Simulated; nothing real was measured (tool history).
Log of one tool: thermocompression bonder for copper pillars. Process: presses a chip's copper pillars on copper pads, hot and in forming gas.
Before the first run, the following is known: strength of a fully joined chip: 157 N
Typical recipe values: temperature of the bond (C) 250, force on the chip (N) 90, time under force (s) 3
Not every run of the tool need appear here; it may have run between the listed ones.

run	hour	temperature of the bond (C)	force on the chip (N)	time under force (s)	force that shears a chip off (N)
1	0	250	90	3	109.9
2	78.4	250	90	3	105.8
3	129.2	250	56	3	86.4
4	179.4	250	56	3	86.8
5	251.1	250	56	3	85.2
6	296.2	250	56	3	86.6
7	345.4	250	56	3	86.8
8	401.1	242	90	3	97.1
# hour 413.4: forming gas filter changed
9	480.3	242	90	3	102.1
10	562.9	242	90	3	99.8
11	641.9	250	90	3	108.6
12	698.7	250	90	2	97.1
13	746.3	250	90	3	106.8
14	828.6	269	90	3	118.6
15	907.1	269	90	3	117.6
# hour 932.9: forming gas filter changed
16	950.5	269	90	3	126.3

Run 17 is up next; what results do you expect?
17	996	250	133	4	?

force that shears a chip off (N): 131.5
On a tool with no hidden condition, and with the same random variation, this run would have come out at force that shears a chip off (N) 130.6.
